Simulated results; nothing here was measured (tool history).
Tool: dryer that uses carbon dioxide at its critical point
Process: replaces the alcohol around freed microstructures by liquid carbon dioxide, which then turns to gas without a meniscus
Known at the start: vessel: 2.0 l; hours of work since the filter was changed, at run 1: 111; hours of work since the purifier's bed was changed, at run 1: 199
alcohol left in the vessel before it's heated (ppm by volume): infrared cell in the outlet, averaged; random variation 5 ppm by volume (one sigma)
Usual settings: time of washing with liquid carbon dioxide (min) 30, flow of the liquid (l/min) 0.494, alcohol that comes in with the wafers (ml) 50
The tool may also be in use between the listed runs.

run   hour  time of washing with liquid carbon dioxide (min)  flow of the liquid (l/min)  alcohol that comes in with the wafers (ml)  hours of work since the filter was changed  hours of work since the purifier's bed was changed  alcohol left in the vessel before it's heated (ppm by volume)
  1    0.0                                                30                       0.494                                          50                                         111                                                 199                                                             47
  2   18.1                                                30                       0.494                                          50                                         121                                                 209                                                             53
  3   34.7                                                38                       0.494                                          50                                         130                                                 218                                                             30
  4   58.0                                                38                       0.494                                          50                                         143                                                 231                                                             25
  5   69.2                                                38                       0.494                                          50                                         149                                                 237                                                             26
  6   82.8                                                30                       0.494                                          50                                         157                                                 245                                                             59
  7   92.6                                                30                       0.494                                          50                                         162                                                 250                                                             64
  8  104.0                                                30                       0.494                                          50                                         169                                                 257                                                             65
  9  118.6                                                30                       0.494                                          50                                         177                                                 265                                                             64
 10  131.9                                                30                       0.494                                          50                                         184                                                 272                                                             60
 11  148.8                                                30                       0.334                                          50                                         193                                                 281                                                            337
 12  158.4                                                30                       0.494                                          50                                         199                                                 287                                                             68
 13  172.7                                                30                       0.494                                          50                                         207                                                 295                                                             58
 14  183.1                                                30                       0.659                                          50                                         212                                                 300                                                             26
 15  195.9                                                30                       0.494                                          89                                         219                                                 307                                                             95
 16  214.4                                                30                       0.494                                          89                                         230                                                 318                                                             96
 17  236.6                                                30                       0.424                                          62                                         242                                                 330                                                            143
 18  249.6                                                20                       0.582                                          43                                         249                                                 337                                                            160
 19  267.7                                                20                       0.582                                          43                                         259                                                 347                                                            161
 20  288.0                                                40                       0.582                                         101                                         270                                                 358                                                             31
 21  304.1                                                23                       0.582                                          23                                         279                                                 367                                                             74
 22  327.8                                                23                       0.582                                          80                                         293                                                 381                                                            153
 23  337.5                                                23                       0.458                                          80                                         298                                                 386                                                            445
 24  353.3                                                23                       0.458                                          80                                         307                                                 395                                                            430
 25  376.3                                                47                       0.494                                          50                                         319                                                 407                                                             44
 26  399.3                                                30                       0.791                                          62                                         332                                                 420                                                             35
 27  416.5                                                30                       0.791                                          62                                         342                                                 430                                                             42
 28  426.1                                                23                       0.494                                          23                                         347                                                 435                                                            130

Forecast each of these 4 alternatives for the next run:
  A  444.4                                                28                       0.494                                          50                                         357                                                 445                                                              ?
  B  444.4                                                30                       0.701                                          23                                         357                                                 445                                                              ?
  C  444.4                                                48                       0.306                                          61                                         357                                                 445                                                              ?
  D  444.4                                                23                       0.602                                          23                                         357                                                 445                                                              ?

run  alcohol left in the vessel before it's heated (ppm by volume)
  A                                                            114
  B                                                             37
  C                                                            107
  D                                                             68
Without the tool's hidden state the same runs would have given:
run  alcohol left in the vessel before it's heated (ppm by volume)
  A                                                             53
  B                                                              0
  C                                                             46
  D                                                             22

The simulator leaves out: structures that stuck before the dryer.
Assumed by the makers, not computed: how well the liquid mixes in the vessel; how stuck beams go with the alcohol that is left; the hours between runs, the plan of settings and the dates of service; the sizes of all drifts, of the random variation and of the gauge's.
